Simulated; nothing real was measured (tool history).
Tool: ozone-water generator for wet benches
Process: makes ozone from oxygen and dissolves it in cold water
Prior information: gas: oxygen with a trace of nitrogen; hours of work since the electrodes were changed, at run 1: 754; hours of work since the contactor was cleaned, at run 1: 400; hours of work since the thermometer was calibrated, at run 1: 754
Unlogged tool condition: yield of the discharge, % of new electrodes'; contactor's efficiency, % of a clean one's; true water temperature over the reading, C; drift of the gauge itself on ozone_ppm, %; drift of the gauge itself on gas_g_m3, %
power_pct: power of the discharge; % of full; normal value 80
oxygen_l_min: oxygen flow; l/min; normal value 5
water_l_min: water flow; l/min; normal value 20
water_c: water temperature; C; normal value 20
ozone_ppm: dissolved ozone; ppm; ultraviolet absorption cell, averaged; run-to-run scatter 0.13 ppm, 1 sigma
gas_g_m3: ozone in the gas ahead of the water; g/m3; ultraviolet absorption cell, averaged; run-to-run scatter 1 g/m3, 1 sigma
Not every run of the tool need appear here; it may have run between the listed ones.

run,hour,power_pct,oxygen_l_min,water_l_min,water_c,hours of work since the electrodes were changed,hours of work since the contactor was cleaned,hours of work since the thermometer was calibrated,ozone_ppm,gas_g_m3
1,0,80,5,20,20,754,400,754,14.3,176.1
2,21.5,80,5,20,20,774,420,774,14.3,175.8
3,44.4,80,5,20,20,795,441,795,14.3,176.3
4,83.5,80,5,20,20,832,478,832,14.1,175.8
5,121.1,80,5,20,20,868,514,868,14.1,175.3
6,140.5,80,3.84,20,20,886,532,886,14.3,203.6
7,162.3,80,5,20,17,907,553,907,14.8,175.4
8,186.3,80,5,20,17,929,575,929,14.8,175.6
9,223.6,80,5,20,17,965,611,965,14.9,174.8
10,257.9,80,5,20,20,997,643,997,14.3,172.9
11,291.1,80,2.5,20,20,1028,674,1028,14,263.6
12,336.8,80,2.5,20,20,1071,717,1071,13.9,260.3
13,361.9,80,2.65,20,20,1095,741,1095,14,253.7
14,408.2,80,5,20,20,1139,785,1139,14.3,173.8
15,438.9,80,5,20,20,1168,814,1168,14.1,174.5
16,469,80,5,20,20,1196,842,1196,14.3,174.7
# hour 472.9: water thermometer calibrated
17,488.7,80,5,16,20,1214,860,15,16.9,172.3
18,512.1,80,5,29,20,1236,882,37,9.5,173.1
19,531.9,80,5,29,20,1255,901,56,9.8,174.9
# hour 557.5: water thermometer calibrated, once more
20,569.5,74,5,29,20,1290,936,11,8.9,162.7
21,609.2,74,3.41,27,20,1327,973,49,9.4,205.8
22,653,74,3.41,27,20,1369,1015,90,9.5,203.4
23,696.6,76,4.88,16,12,1410,1056,131,18.5,168.4
24,738.7,82,4.88,16,25,1449,1095,171,16.2,180.2
25,779.6,82,4.88,12,25,1488,1134,210,20.2,178.9
26,800.6,82,4.88,12,25,1508,1154,229,20.3,176.2
27,819.8,82,4.88,12,25,1526,1172,247,19.9,177.5
28,844.8,82,4.88,12,25,1550,1196,271,20.2,178.9
29,878.7,82,4.88,12,25,1582,1228,303,20.1,181.2
30,906.6,82,4.88,12,25,1608,1254,329,19.8,179.4
31,943.9,87,5,19,20,1643,1289,365,15.8,185.6
32,965.9,58,5,26,16,1664,1310,385,8.3,130.4
33,1001.8,41,8.95,20,26,1698,1344,419,6.7,68.9

Consider 3 possible next runs. They are alternatives, not a sequence: every one starts from the tool as it was left by run 33. What does each give?
A,1035.6,80,5,20,27,1730,1376,451,?,?
B,1035.6,80,2.73,20,22,1730,1376,451,?,?
C,1035.6,54,8.95,18,13,1730,1376,451,?,?

run,ozone_ppm,gas_g_m3
A,12.5,171.3
B,13.3,246.7
C,11.6,87.9
With the hidden condition removed and each run's random variation left untouched, the same runs would have given:
run,ozone_ppm,gas_g_m3
A,13.3,179.8
B,14.1,258.9
C,12.1,90.9
